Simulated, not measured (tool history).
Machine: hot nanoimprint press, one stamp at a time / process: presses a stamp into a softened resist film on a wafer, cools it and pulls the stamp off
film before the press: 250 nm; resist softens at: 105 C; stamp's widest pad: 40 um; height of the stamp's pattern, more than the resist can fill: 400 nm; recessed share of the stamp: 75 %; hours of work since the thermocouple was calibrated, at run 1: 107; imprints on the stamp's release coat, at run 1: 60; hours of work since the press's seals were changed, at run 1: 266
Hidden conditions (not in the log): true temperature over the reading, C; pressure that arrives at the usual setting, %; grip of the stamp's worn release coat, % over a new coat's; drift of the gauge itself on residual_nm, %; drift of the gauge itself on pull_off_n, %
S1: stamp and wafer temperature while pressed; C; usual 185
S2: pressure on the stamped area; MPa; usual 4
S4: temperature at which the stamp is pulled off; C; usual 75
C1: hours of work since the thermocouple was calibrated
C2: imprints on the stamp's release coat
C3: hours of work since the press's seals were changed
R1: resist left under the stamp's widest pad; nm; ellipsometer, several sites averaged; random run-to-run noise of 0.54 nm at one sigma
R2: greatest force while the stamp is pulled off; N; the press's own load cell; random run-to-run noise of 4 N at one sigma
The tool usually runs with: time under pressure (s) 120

{"run": 1, "hour": 0.0, "S1": 185, "S2": 4, "time under pressure (s)": 120, "S4": 75, "C1": 107, "C2": 60, "C3": 266, "R1": 95.7, "R2": 198}
{"run": 2, "hour": 28.1, "S1": 185, "S2": 4, "time under pressure (s)": 120, "S4": 75, "C1": 126, "C2": 149, "C3": 286, "R1": 96.6, "R2": 193}
{"run": 3, "hour": 61.0, "S1": 185, "S2": 4, "time under pressure (s)": 120, "S4": 75, "C1": 149, "C2": 253, "C3": 309, "R1": 95.7, "R2": 193}
{"run": 4, "hour": 85.3, "S1": 185, "S2": 4, "time under pressure (s)": 120, "S4": 75, "C1": 166, "C2": 330, "C3": 326, "R1": 95.6, "R2": 198}
{"run": 5, "hour": 126.2, "S1": 185, "S2": 4, "time under pressure (s)": 120, "S4": 75, "C1": 195, "C2": 459, "C3": 354, "R1": 96.1, "R2": 197}
{"run": 6, "hour": 167.2, "S1": 185, "S2": 4, "time under pressure (s)": 120, "S4": 75, "C1": 224, "C2": 588, "C3": 383, "R1": 97.3, "R2": 191}
{"run": 7, "hour": 198.6, "S1": 185, "S2": 4, "time under pressure (s)": 120, "S4": 77, "C1": 246, "C2": 687, "C3": 405, "R1": 95.8, "R2": 190}
{"run": 8, "hour": 232.2, "S1": 185, "S2": 4, "time under pressure (s)": 69, "S4": 75, "C1": 269, "C2": 793, "C3": 429, "R1": 121.4, "R2": 199}
{"run": 9, "hour": 261.7, "S1": 185, "S2": 4, "time under pressure (s)": 69, "S4": 75, "C1": 290, "C2": 886, "C3": 449, "R1": 119.9, "R2": 198}
{"run": 10, "hour": 297.5, "S1": 185, "S2": 4, "time under pressure (s)": 120, "S4": 75, "C1": 315, "C2": 999, "C3": 475, "R1": 96.1, "R2": 196}
{"run": 11, "hour": 318.1, "S1": 185, "S2": 4, "time under pressure (s)": 120, "S4": 72, "C1": 330, "C2": 1064, "C3": 489, "R1": 96.1, "R2": 214}
{"run": 12, "hour": 335.5, "S1": 195, "S2": 4, "time under pressure (s)": 120, "S4": 75, "C1": 342, "C2": 1119, "C3": 501, "R1": 69.1, "R2": 201}
{"run": 13, "hour": 374.0, "S1": 195, "S2": 4, "time under pressure (s)": 120, "S4": 75, "C1": 369, "C2": 1241, "C3": 528, "R1": 70, "R2": 192}
{"hour": 399.0, "done": "stamp cleaned and given a new release coat"}
{"run": 14, "hour": 403.4, "S1": 195, "S2": 4, "time under pressure (s)": 120, "S4": 75, "C1": 385, "C2": 13, "C3": 545, "R1": 70.6, "R2": 196}
{"run": 15, "hour": 436.8, "S1": 195, "S2": 4, "time under pressure (s)": 120, "S4": 75, "C1": 409, "C2": 119, "C3": 568, "R1": 70.4, "R2": 187}
{"hour": 468.8, "done": "plate thermocouple calibrated"}
{"run": 16, "hour": 478.1, "S1": 195, "S2": 4, "time under pressure (s)": 120, "S4": 75, "C1": 6, "C2": 240, "C3": 595, "R1": 69.7, "R2": 199}
{"run": 17, "hour": 511.8, "S1": 195, "S2": 2.56, "time under pressure (s)": 109, "S4": 68, "C1": 30, "C2": 346, "C3": 618, "R1": 89.1, "R2": 221}
{"run": 18, "hour": 553.0, "S1": 176, "S2": 2.6, "time under pressure (s)": 196, "S4": 80, "C1": 59, "C2": 476, "C3": 647, "R1": 128.1, "R2": 177}
{"run": 19, "hour": 580.3, "S1": 197, "S2": 5.22, "time under pressure (s)": 79, "S4": 67, "C1": 78, "C2": 562, "C3": 666, "R1": 70.3, "R2": 206}
{"run": 20, "hour": 605.7, "S1": 197, "S2": 5.56, "time under pressure (s)": 146, "S4": 67, "C1": 96, "C2": 642, "C3": 684, "R1": 51.3, "R2": 222}
{"hour": 616.9, "done": "press's hydraulic seals changed and the load cell set to zero"}
{"run": 21, "hour": 647.5, "S1": 190, "S2": 2.58, "time under pressure (s)": 146, "S4": 72, "C1": 120, "C2": 749, "C3": 21, "R1": 90.7, "R2": 204}
{"run": 22, "hour": 682.3, "S1": 191, "S2": 4, "time under pressure (s)": 160, "S4": 66, "C1": 144, "C2": 859, "C3": 46, "R1": 70.7, "R2": 230}
{"run": 23, "hour": 724.6, "S1": 191, "S2": 4, "time under pressure (s)": 160, "S4": 66, "C1": 174, "C2": 992, "C3": 75, "R1": 69.1, "R2": 230}
{"run": 24, "hour": 753.8, "S1": 185, "S2": 3.16, "time under pressure (s)": 120, "S4": 75, "C1": 194, "C2": 1084, "C3": 96, "R1": 106.8, "R2": 195}
{"run": 25, "hour": 782.6, "S1": 196, "S2": 6.2, "time under pressure (s)": 117, "S4": 75, "C1": 214, "C2": 1175, "C3": 116, "R1": 55.6, "R2": 197}
{"run": 26, "hour": 812.0, "S1": 196, "S2": 6.2, "time under pressure (s)": 117, "S4": 75, "C1": 235, "C2": 1268, "C3": 137, "R1": 55, "R2": 201}
{"hour": 828.1, "done": "stamp cleaned and given a new release coat"}
{"run": 27, "hour": 839.2, "S1": 189, "S2": 4.95, "time under pressure (s)": 117, "S4": 68, "C1": 250, "C2": 35, "C3": 152, "R1": 78, "R2": 213}
{"run": 28, "hour": 868.1, "S1": 185, "S2": 2.82, "time under pressure (s)": 120, "S4": 70, "C1": 270, "C2": 126, "C3": 172, "R1": 110.9, "R2": 213}
{"run": 29, "hour": 901.6, "S1": 185, "S2": 2.82, "time under pressure (s)": 120, "S4": 70, "C1": 294, "C2": 232, "C3": 195, "R1": 112.5, "R2": 205}

4 ways to go on from here, each from the tool as it stands after run 29. What would each give?
{"run": "A", "hour": 937.9, "S1": 196, "S2": 4.29, "time under pressure (s)": 152, "S4": 70, "C1": 319, "C2": 346, "C3": 221, "R1": "?", "R2": "?"}
{"run": "B", "hour": 937.9, "S1": 185, "S2": 3.3, "time under pressure (s)": 111, "S4": 75, "C1": 319, "C2": 346, "C3": 221, "R1": "?", "R2": "?"}
{"run": "C", "hour": 937.9, "S1": 185, "S2": 2.82, "time under pressure (s)": 120, "S4": 62, "C1": 319, "C2": 346, "C3": 221, "R1": "?", "R2": "?"}
{"run": "D", "hour": 937.9, "S1": 176, "S2": 4.48, "time under pressure (s)": 120, "S4": 82, "C1": 319, "C2": 346, "C3": 221, "R1": "?", "R2": "?"}

run=A R1=58.6 R2=209
run=B R1=107 R2=193
run=C R1=111.4 R2=236
run=D R1=123.4 R2=173
The same runs, with their run-to-run variation unchanged, on a tool lacking any hidden condition would have given:
run=A R1=58.5 R2=208
run=B R1=106.8 R2=192
run=C R1=111.2 R2=235
run=D R1=123.1 R2=172
